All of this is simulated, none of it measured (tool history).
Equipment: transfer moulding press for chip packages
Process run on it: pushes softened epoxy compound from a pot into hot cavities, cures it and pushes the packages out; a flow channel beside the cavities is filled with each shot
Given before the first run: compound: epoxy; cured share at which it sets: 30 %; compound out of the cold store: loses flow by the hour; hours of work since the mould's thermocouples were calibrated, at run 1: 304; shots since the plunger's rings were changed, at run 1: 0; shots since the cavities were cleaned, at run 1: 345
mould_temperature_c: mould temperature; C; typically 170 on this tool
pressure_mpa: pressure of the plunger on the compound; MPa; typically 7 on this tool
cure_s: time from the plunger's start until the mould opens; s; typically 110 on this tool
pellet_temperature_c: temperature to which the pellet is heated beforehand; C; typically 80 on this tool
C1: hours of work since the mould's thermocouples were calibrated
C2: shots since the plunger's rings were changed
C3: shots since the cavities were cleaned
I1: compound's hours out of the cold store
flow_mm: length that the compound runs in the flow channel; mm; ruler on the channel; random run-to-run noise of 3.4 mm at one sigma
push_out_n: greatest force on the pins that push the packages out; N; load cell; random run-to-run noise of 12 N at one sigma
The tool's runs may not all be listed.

{"run": 1, "hour": 0.0, "mould_temperature_c": 170, "pressure_mpa": 7, "cure_s": 110, "pellet_temperature_c": 80, "C1": 304, "C2": 0, "C3": 345, "I1": 46.8, "flow_mm": 731, "push_out_n": 567}
{"run": 2, "hour": 29.5, "mould_temperature_c": 170, "pressure_mpa": 7, "cure_s": 110, "pellet_temperature_c": 80, "C1": 321, "C2": 274, "C3": 619, "I1": 33.9, "flow_mm": 765, "push_out_n": 585}
{"hour": 35.7, "done": "cavities cleaned with cleaning compound and waxed"}
{"run": 3, "hour": 63.2, "mould_temperature_c": 170, "pressure_mpa": 7, "cure_s": 110, "pellet_temperature_c": 80, "C1": 340, "C2": 574, "C3": 256, "I1": 16.7, "flow_mm": 823, "push_out_n": 603}
{"hour": 107.8, "done": "cavities cleaned with cleaning compound and waxed"}
{"run": 4, "hour": 122.4, "mould_temperature_c": 170, "pressure_mpa": 7, "cure_s": 110, "pellet_temperature_c": 80, "C1": 373, "C2": 1109, "C3": 135, "I1": 11.2, "flow_mm": 842, "push_out_n": 602}
{"hour": 180.0, "done": "cavities cleaned with cleaning compound and waxed"}
{"run": 5, "hour": 181.5, "mould_temperature_c": 170, "pressure_mpa": 7, "cure_s": 110, "pellet_temperature_c": 80, "C1": 407, "C2": 1643, "C3": 14, "I1": 26.2, "flow_mm": 785, "push_out_n": 603}
{"run": 6, "hour": 220.0, "mould_temperature_c": 170, "pressure_mpa": 7, "cure_s": 110, "pellet_temperature_c": 80, "C1": 429, "C2": 2001, "C3": 372, "I1": 9.3, "flow_mm": 849, "push_out_n": 609}
{"hour": 249.0, "done": "cavities cleaned with cleaning compound and waxed"}
{"run": 7, "hour": 266.2, "mould_temperature_c": 170, "pressure_mpa": 7, "cure_s": 110, "pellet_temperature_c": 80, "C1": 455, "C2": 2415, "C3": 159, "I1": 43.3, "flow_mm": 735, "push_out_n": 574}
{"hour": 318.1, "done": "cavities cleaned with cleaning compound and waxed"}
{"run": 8, "hour": 323.1, "mould_temperature_c": 166, "pressure_mpa": 7.16, "cure_s": 110, "pellet_temperature_c": 88, "C1": 488, "C2": 2929, "C3": 45, "I1": 9.1, "flow_mm": 870, "push_out_n": 764}
{"run": 9, "hour": 383.8, "mould_temperature_c": 166, "pressure_mpa": 7, "cure_s": 110, "pellet_temperature_c": 83, "C1": 523, "C2": 3493, "C3": 609, "I1": 19.8, "flow_mm": 818, "push_out_n": 784}
{"hour": 388.5, "done": "cavities cleaned with cleaning compound and waxed"}
{"hour": 397.0, "done": "plunger's sealing rings changed"}
{"run": 10, "hour": 432.0, "mould_temperature_c": 171, "pressure_mpa": 7, "cure_s": 110, "pellet_temperature_c": 80, "C1": 549, "C2": 326, "C3": 381, "I1": 42.4, "flow_mm": 737, "push_out_n": 561}
{"hour": 459.5, "done": "cavities cleaned with cleaning compound and waxed"}
{"run": 11, "hour": 488.2, "mould_temperature_c": 163, "pressure_mpa": 7, "cure_s": 102, "pellet_temperature_c": 86, "C1": 581, "C2": 833, "C3": 266, "I1": 41.1, "flow_mm": 764, "push_out_n": 984}
{"hour": 530.2, "done": "cavities cleaned with cleaning compound and waxed"}
{"run": 12, "hour": 549.7, "mould_temperature_c": 167, "pressure_mpa": 5.74, "cure_s": 110, "pellet_temperature_c": 80, "C1": 616, "C2": 1390, "C3": 181, "I1": 31.6, "flow_mm": 700, "push_out_n": 733}
{"run": 13, "hour": 577.7, "mould_temperature_c": 167, "pressure_mpa": 5.74, "cure_s": 110, "pellet_temperature_c": 80, "C1": 632, "C2": 1650, "C3": 441, "I1": 34.3, "flow_mm": 699, "push_out_n": 695}
{"hour": 599.3, "done": "cavities cleaned with cleaning compound and waxed"}
{"run": 14, "hour": 614.1, "mould_temperature_c": 167, "pressure_mpa": 5.74, "cure_s": 110, "pellet_temperature_c": 80, "C1": 652, "C2": 1974, "C3": 138, "I1": 39.8, "flow_mm": 677, "push_out_n": 694}

Predict each of these 3 candidate next runs independently; none follows another, all start after run 14:
{"run": "A", "hour": 647.3, "mould_temperature_c": 170, "pressure_mpa": 7, "cure_s": 110, "pellet_temperature_c": 85, "C1": 672, "C2": 2281, "C3": 445, "I1": 10.1, "flow_mm": "?", "push_out_n": "?"}
{"run": "B", "hour": 647.3, "mould_temperature_c": 170, "pressure_mpa": 7, "cure_s": 110, "pellet_temperature_c": 79, "C1": 672, "C2": 2281, "C3": 445, "I1": 15.8, "flow_mm": "?", "push_out_n": "?"}
{"run": "C", "hour": 647.3, "mould_temperature_c": 174, "pressure_mpa": 7, "cure_s": 102, "pellet_temperature_c": 80, "C1": 672, "C2": 2281, "C3": 445, "I1": 18, "flow_mm": "?", "push_out_n": "?"}

run=A flow_mm=849 push_out_n=605
run=B flow_mm=824 push_out_n=613
run=C flow_mm=807 push_out_n=551
Take away the tool's hidden state, keep each run's random variation, and the runs would have read:
run=A flow_mm=850 push_out_n=601
run=B flow_mm=825 push_out_n=609
run=C flow_mm=807 push_out_n=548
